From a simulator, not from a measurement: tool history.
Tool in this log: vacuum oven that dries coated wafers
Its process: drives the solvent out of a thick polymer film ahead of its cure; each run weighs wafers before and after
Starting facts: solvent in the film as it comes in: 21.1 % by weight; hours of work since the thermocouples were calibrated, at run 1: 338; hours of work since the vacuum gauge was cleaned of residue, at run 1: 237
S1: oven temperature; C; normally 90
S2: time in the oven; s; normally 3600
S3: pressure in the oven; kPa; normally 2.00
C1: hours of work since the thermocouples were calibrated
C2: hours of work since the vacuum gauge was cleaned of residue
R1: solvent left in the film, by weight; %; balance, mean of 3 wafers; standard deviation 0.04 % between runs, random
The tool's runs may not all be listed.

| run | hour | S1 | S2 | S3 | C1 | C2 | R1 |
|---|---|---|---|---|---|---|---|
| 1 | 0.0 | 90 | 3600 | 2.00 | 338 | 237 | 1.09 |
| 2 | 15.3 | 76 | 3600 | 2.00 | 346 | 245 | 3.30 |
| 3 | 28.7 | 90 | 3600 | 5.08 | 353 | 252 | 1.71 |
| 4 | 36.2 | 90 | 3600 | 5.08 | 357 | 256 | 1.80 |
| 5 | 46.2 | 90 | 2400 | 2.00 | 362 | 261 | 2.22 |
| 6 | 57.7 | 90 | 2400 | 2.00 | 368 | 267 | 2.29 |
| 7 | 68.8 | 90 | 2400 | 2.00 | 374 | 273 | 2.20 |
| 8 | 83.5 | 90 | 2400 | 2.00 | 382 | 280 | 2.28 |
| 9 | 91.4 | 90 | 3600 | 2.12 | 386 | 284 | 1.09 |
| 10 | 103.0 | 90 | 3600 | 2.00 | 392 | 290 | 1.06 |
| 11 | 114.7 | 90 | 3600 | 2.00 | 398 | 297 | 1.01 |
| 12 | 126.5 | 90 | 3600 | 2.00 | 404 | 303 | 1.11 |
| 13 | 135.7 | 90 | 3600 | 2.00 | 409 | 307 | 1.13 |
| 14 | 143.5 | 90 | 3600 | 2.00 | 413 | 311 | 1.06 |
| 15 | 153.5 | 90 | 3600 | 2.00 | 418 | 317 | 1.10 |
| 16 | 169.0 | 90 | 3600 | 2.00 | 426 | 325 | 1.14 |
| 17 | 177.2 | 90 | 3600 | 2.00 | 431 | 329 | 1.09 |
| 18 | 190.8 | 90 | 3600 | 2.00 | 438 | 336 | 1.08 |
| 19 | 208.3 | 90 | 3600 | 2.00 | 447 | 345 | 1.04 |
| 20 | 216.9 | 90 | 3600 | 2.00 | 451 | 350 | 1.09 |
| 21 | 229.2 | 90 | 2520 | 3.21 | 458 | 356 | 2.37 |
| 22 | 246.0 | 84 | 3600 | 2.00 | 466 | 365 | 1.80 |
| 23 | 260.0 | 99 | 6360 | 4.87 | 474 | 372 | 0.95 |
| 24 | 269.0 | 95 | 2280 | 1.58 | 478 | 377 | 1.49 |
| 25 | 282.4 | 97 | 6300 | 3.21 | 485 | 384 | 0.67 |
| 26 | 298.2 | 90 | 2160 | 2.47 | 493 | 392 | 2.77 |
| 27 | 311.1 | 90 | 2160 | 2.47 | 500 | 399 | 2.86 |
| 28 | 327.6 | 90 | 2040 | 5.03 | 509 | 407 | 3.74 |
| 29 | 336.4 | 90 | 3600 | 1.07 | 513 | 412 | 0.83 |
| 30 | 345.3 | 79 | 4200 | 2.55 | 518 | 417 | 2.34 |
| 31 | 353.2 | 79 | 4200 | 2.55 | 522 | 421 | 2.31 |
| 32 | 370.9 | 79 | 4200 | 2.55 | 531 | 430 | 2.37 |
| 33 | 378.3 | 77 | 5760 | 2.55 | 535 | 434 | 1.80 |
| 34 | 392.6 | 77 | 5760 | 2.55 | 543 | 441 | 1.79 |
| 35 | 406.8 | 77 | 5760 | 2.55 | 550 | 449 | 1.73 |
| 36 | 419.5 | 80 | 5400 | 3.89 | 557 | 455 | 1.94 |
| 37 | 431.1 | 80 | 5400 | 3.89 | 563 | 461 | 1.99 |
| 38 | 448.1 | 80 | 5400 | 3.89 | 572 | 470 | 2.09 |
| 39 | 459.6 | 80 | 5400 | 3.89 | 578 | 476 | 2.03 |

Measured less the same run without the tool's hidden state. The same run-to-run variation is in both; the gauge's scatter may not be:
Hidden state at play: true wafer temperature over the reading, C; true pressure over the reading, kPa; drift of the gauge itself on solvent_pct, %.
| run | R1 |
|---|---|
| 1 | +0.04 |
| 2 | +0.11 |
| 3 | +0.06 |
| 4 | +0.06 |
| 5 | +0.09 |
| 6 | +0.09 |
| 7 | +0.09 |
| 8 | +0.10 |
| 9 | +0.06 |
| 10 | +0.06 |
| 11 | +0.06 |
| 12 | +0.06 |
| 13 | +0.07 |
| 14 | +0.07 |
| 15 | +0.07 |
| 16 | +0.06 |
| 17 | +0.07 |
| 18 | +0.07 |
| 19 | +0.07 |
| 20 | +0.08 |
| 21 | +0.12 |
| 22 | +0.12 |
| 23 | +0.03 |
| 24 | +0.10 |
| 25 | +0.02 |
| 26 | +0.15 |
| 27 | +0.16 |
| 28 | +0.18 |
| 29 | +0.08 |
| 30 | +0.15 |
| 31 | +0.16 |
| 32 | +0.16 |
| 33 | +0.13 |
| 34 | +0.13 |
| 35 | +0.13 |
| 36 | +0.13 |
| 37 | +0.13 |
| 38 | +0.14 |
| 39 | +0.14 |
